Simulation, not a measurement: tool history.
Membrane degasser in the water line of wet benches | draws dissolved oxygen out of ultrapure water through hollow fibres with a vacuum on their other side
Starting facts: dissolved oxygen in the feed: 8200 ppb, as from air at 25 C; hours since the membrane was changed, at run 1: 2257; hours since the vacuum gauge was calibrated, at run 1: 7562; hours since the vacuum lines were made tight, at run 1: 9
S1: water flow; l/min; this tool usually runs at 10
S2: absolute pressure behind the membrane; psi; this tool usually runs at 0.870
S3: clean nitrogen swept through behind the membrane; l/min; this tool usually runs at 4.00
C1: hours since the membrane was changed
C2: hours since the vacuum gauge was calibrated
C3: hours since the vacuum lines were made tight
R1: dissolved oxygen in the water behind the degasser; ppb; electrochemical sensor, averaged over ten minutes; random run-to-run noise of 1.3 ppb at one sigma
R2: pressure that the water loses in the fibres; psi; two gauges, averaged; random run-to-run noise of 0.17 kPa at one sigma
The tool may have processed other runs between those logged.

run 1 hour=0.0 | S1=10 S2=0.870 S3=4.00 | C1=2257 C2=7562 C3=9 | R1=129.5 R2=4.415
run 2 hour=229.9 | S1=10 S2=0.870 S3=4.00 | C1=2487 C2=7792 C3=239 | R1=124.9 R2=4.351
-- hour=344.4 vacuum gauge calibrated
run 3 hour=444.2 | S1=10 S2=0.529 S3=4.00 | C1=2701 C2=100 C3=452 | R1=115.8 R2=4.361
run 4 hour=667.7 | S1=10 S2=0.529 S3=4.00 | C1=2924 C2=323 C3=676 | R1=117.9 R2=4.325
run 5 hour=929.8 | S1=10 S2=0.529 S3=4.00 | C1=3186 C2=585 C3=938 | R1=115.7 R2=4.344
run 6 hour=1075.0 | S1=10 S2=1.141 S3=4.00 | C1=3332 C2=731 C3=1083 | R1=141.7 R2=4.358
run 7 hour=1243.0 | S1=10 S2=1.141 S3=4.00 | C1=3500 C2=899 C3=1251 | R1=140.6 R2=4.342
run 8 hour=1410.4 | S1=10 S2=1.141 S3=4.00 | C1=3667 C2=1066 C3=1419 | R1=142.5 R2=4.303
run 9 hour=1612.9 | S1=6 S2=0.870 S3=4.00 | C1=3869 C2=1269 C3=1621 | R1=40.9 R2=2.589
run 10 hour=1889.5 | S1=10 S2=0.870 S3=4.00 | C1=4146 C2=1545 C3=1898 | R1=132.0 R2=4.279
run 11 hour=2035.3 | S1=10 S2=0.870 S3=4.00 | C1=4292 C2=1691 C3=2043 | R1=129.5 R2=4.234
run 12 hour=2180.0 | S1=10 S2=0.870 S3=4.00 | C1=4437 C2=1836 C3=2188 | R1=130.6 R2=4.263
run 13 hour=2311.0 | S1=10 S2=0.870 S3=4.00 | C1=4568 C2=1967 C3=2319 | R1=129.2 R2=4.253
-- hour=2449.5 gauge calibrated
run 14 hour=2473.0 | S1=8 S2=0.870 S3=4.00 | C1=4730 C2=2129 C3=2481 | R1=80.6 R2=3.543
run 15 hour=2587.6 | S1=8 S2=0.870 S3=4.00 | C1=4844 C2=2243 C3=2596 | R1=79.9 R2=3.527
run 16 hour=2781.3 | S1=8 S2=0.870 S3=4.00 | C1=5038 C2=2437 C3=2789 | R1=80.4 R2=3.479
run 17 hour=3044.6 | S1=9 S2=1.572 S3=4.00 | C1=5301 C2=2700 C3=3053 | R1=130.5 R2=3.928
run 18 hour=3291.9 | S1=16 S2=1.877 S3=2.59 | C1=5548 C2=2948 C3=3300 | R1=417.9 R2=7.020
run 19 hour=3415.1 | S1=16 S2=1.877 S3=2.59 | C1=5672 C2=3071 C3=3423 | R1=422.6 R2=6.957
run 20 hour=3596.9 | S1=12 S2=0.801 S3=6.97 | C1=5853 C2=3253 C3=3605 | R1=176.6 R2=5.204
run 21 hour=3757.5 | S1=7 S2=0.870 S3=1.85 | C1=6014 C2=3413 C3=3766 | R1=71.2 R2=3.031
run 22 hour=4011.3 | S1=12 S2=0.730 S3=1.85 | C1=6268 C2=3667 C3=4019 | R1=194.4 R2=5.189
run 23 hour=4153.8 | S1=7 S2=1.295 S3=5.51 | C1=6410 C2=3809 C3=4162 | R1=64.0 R2=2.986
run 24 hour=4401.2 | S1=10 S2=0.912 S3=6.59 | C1=6658 C2=4057 C3=4409 | R1=123.5 R2=4.273
run 25 hour=4517.5 | S1=8 S2=0.870 S3=4.00 | C1=6774 C2=4173 C3=4526 | R1=81.7 R2=3.424
run 26 hour=4637.7 | S1=8 S2=0.870 S3=4.00 | C1=6894 C2=4293 C3=4646 | R1=80.2 R2=3.417
run 27 hour=4818.3 | S1=8 S2=0.870 S3=4.00 | C1=7075 C2=4474 C3=4826 | R1=80.8 R2=3.372
run 28 hour=4953.8 | S1=10 S2=1.381 S3=4.00 | C1=7210 C2=4609 C3=4962 | R1=151.2 R2=4.251
run 29 hour=5123.8 | S1=7 S2=0.690 S3=4.00 | C1=7380 C2=4779 C3=5132 | R1=53.7 R2=2.981
run 30 hour=5241.1 | S1=7 S2=0.690 S3=4.00 | C1=7498 C2=4897 C3=5249 | R1=53.6 R2=2.995

How would selected steps in R2 from run to run divide? Give the signed amount a tool lacking its hidden state would still show from settings, what came in and random variation, and the signed amount left for the hidden state, including any gauge scatter that is not in both of the compared results.
Hidden conditions of the tool in this case: membrane still open, %; true pressure behind the membrane over the reading, kPa; air that leaks in behind the membrane, l/min; drift of the gauge itself on oxygen_ppb, %; drift of the gauge itself on loss_of_pressure_kpa, %.
Run 9 -> 10: S1 6 -> 10. R2 +1.690 psi: hidden state -0.048, all else +1.738.
Run 13 -> 14: S1 10 -> 8, gauge calibrated. R2 -0.709 psi: hidden state +0.123, all else -0.833.
Run 17 -> 18: S1 9 -> 16, S2 1.572 -> 1.877, S3 4.00 -> 2.59. R2 +3.092 psi: hidden state -0.044, all else +3.136.
Run 20 -> 21: S1 12 -> 7, S2 0.801 -> 0.870, S3 6.97 -> 1.85. R2 -2.173 psi: hidden state +0.025, all else -2.197.
Run 21 -> 22: S1 7 -> 12, S2 0.870 -> 0.730. R2 +2.158 psi: hidden state -0.051, all else +2.209.
Run 22 -> 23: S1 12 -> 7, S2 0.730 -> 1.295, S3 1.85 -> 5.51. R2 -2.203 psi: hidden state +0.035, all else -2.238.
